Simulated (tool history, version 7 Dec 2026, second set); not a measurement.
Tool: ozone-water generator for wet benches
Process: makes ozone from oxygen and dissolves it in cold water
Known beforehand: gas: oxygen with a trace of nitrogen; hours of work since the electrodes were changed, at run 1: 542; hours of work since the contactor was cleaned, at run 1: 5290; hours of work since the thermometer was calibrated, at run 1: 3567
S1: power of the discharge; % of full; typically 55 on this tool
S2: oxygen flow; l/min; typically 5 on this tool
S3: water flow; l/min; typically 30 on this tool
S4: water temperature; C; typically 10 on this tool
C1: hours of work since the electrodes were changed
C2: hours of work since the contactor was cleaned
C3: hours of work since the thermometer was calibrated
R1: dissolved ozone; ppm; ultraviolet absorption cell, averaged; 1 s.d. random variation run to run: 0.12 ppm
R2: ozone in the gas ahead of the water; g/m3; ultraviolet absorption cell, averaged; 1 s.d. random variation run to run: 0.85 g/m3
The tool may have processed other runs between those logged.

| run | hour | S1 | S2 | S3 | S4 | C1 | C2 | C3 | R1 | R2 |
|---|---|---|---|---|---|---|---|---|---|---|
| 1 | 0 | 55 | 5 | 30 | 10 | 542 | 5290 | 3567 | 9.8 | 136.1 |
| 2 | 24.1 | 55 | 5 | 30 | 10 | 557 | 5305 | 3582 | 9.9 | 137 |
| 3 | 48.4 | 42 | 5 | 30 | 10 | 572 | 5320 | 3597 | 7.8 | 111.8 |
| 4 | 89.3 | 42 | 5 | 37 | 10 | 598 | 5346 | 3623 | 6.4 | 110.2 |
| 5 | 114 | 94 | 5 | 30 | 10 | 613 | 5361 | 3638 | 15.1 | 208.2 |
| 6 | 137.3 | 94 | 5 | 30 | 10 | 628 | 5376 | 3653 | 15 | 207.9 |
| 7 | 165.1 | 94 | 5 | 30 | 10 | 645 | 5393 | 3670 | 15.1 | 206.2 |
| 8 | 204.2 | 94 | 5 | 30 | 10 | 670 | 5418 | 3695 | 15 | 208.4 |
| 9 | 244.7 | 55 | 5 | 30 | 10 | 695 | 5443 | 3720 | 9.8 | 135.6 |
| 10 | 280.2 | 55 | 5 | 30 | 10 | 717 | 5466 | 3742 | 9.9 | 137.2 |
| 11 | 299.7 | 55 | 5 | 30 | 10 | 729 | 5478 | 3755 | 9.9 | 137 |
| 12 | 332.2 | 55 | 5 | 28 | 10 | 750 | 5498 | 3775 | 10.6 | 136.2 |
| 13 | 362.1 | 55 | 5 | 28 | 10 | 769 | 5517 | 3794 | 10.7 | 137.1 |
| 14 | 387.5 | 55 | 5 | 28 | 10 | 784 | 5533 | 3810 | 10.7 | 135.7 |
| 15 | 424 | 55 | 5 | 30 | 10 | 807 | 5556 | 3832 | 9.8 | 136.5 |
| 16 | 466.3 | 55 | 5 | 30 | 10 | 834 | 5582 | 3859 | 9.7 | 138.6 |
| 17 | 489.8 | 77 | 5 | 30 | 10 | 849 | 5597 | 3874 | 13 | 178.2 |
| 18 | 514 | 55 | 5 | 44 | 10 | 864 | 5612 | 3889 | 6.6 | 137.8 |
| 19 | 535.4 | 55 | 5 | 44 | 10 | 877 | 5626 | 3902 | 6.3 | 137.2 |
| 20 | 554.1 | 55 | 5.5 | 30 | 10 | 889 | 5637 | 3914 | 10.1 | 131.7 |
| 21 | 593 | 55 | 5.5 | 30 | 10 | 913 | 5662 | 3938 | 10.1 | 129.2 |
| 22 | 630.8 | 98 | 5 | 28 | 18 | 937 | 5685 | 3962 | 15.2 | 214.1 |
| 23 | 655.3 | 78 | 3.4 | 24 | 6 | 952 | 5701 | 3977 | 15.6 | 216.3 |
| 24 | 695 | 62 | 3.55 | 18 | 13 | 977 | 5726 | 4002 | 16.6 | 178.6 |
| 25 | 736.5 | 62 | 2.57 | 18 | 6 | 1003 | 5752 | 4028 | 16.5 | 208.4 |
| 26 | 781 | 85 | 2.73 | 43 | 10 | 1031 | 5779 | 4056 | 7.7 | 259.9 |
| 27 | 800.4 | 85 | 7.14 | 43 | 10 | 1043 | 5792 | 4068 | 10 | 159.5 |
| 28 | 824 | 55 | 2.55 | 39 | 10 | 1058 | 5806 | 4083 | 6 | 193 |
| 29 | 855.9 | 55 | 5.38 | 24 | 10 | 1078 | 5826 | 4103 | 12.4 | 130.5 |
| 30 | 883.7 | 55 | 3.7 | 30 | 14 | 1095 | 5844 | 4121 | 9 | 160.1 |
| 31 | 915.7 | 53 | 6.97 | 24 | 10 | 1115 | 5864 | 4141 | 12.5 | 111.5 |
|  | 931.9 | water thermometer calibrated |
| 32 | 939.4 | 53 | 6.97 | 24 | 10 | 1130 | 5878 | 5 | 12.7 | 113.7 |
| 33 | 962.3 | 53 | 6.97 | 24 | 10 | 1144 | 5893 | 19 | 12.4 | 112.5 |
| 34 | 990.9 | 45 | 2.79 | 30 | 10 | 1162 | 5911 | 37 | 7.2 | 156.7 |

Each row is a separate what-if for the run after 34, all from the same tool condition, not one after another. Results?
| A | 1022.9 | 45 | 7.59 | 30 | 5 | 1182 | 5931 | 57 | ? | ? |
| B | 1022.9 | 45 | 2.79 | 23 | 10 | 1182 | 5931 | 57 | ? | ? |
| C | 1022.9 | 56 | 5 | 27 | 5 | 1182 | 5931 | 57 | ? | ? |

| run | R1 | R2 |
|---|---|---|
| A | 9.6 | 94.9 |
| B | 9.8 | 156.9 |
| C | 11.6 | 138.8 |
With no hidden state in the tool, these same runs would have given:
| run | R1 | R2 |
|---|---|---|
| A | 9.7 | 94.9 |
| B | 9.8 | 156.9 |
| C | 11.6 | 138.8 |
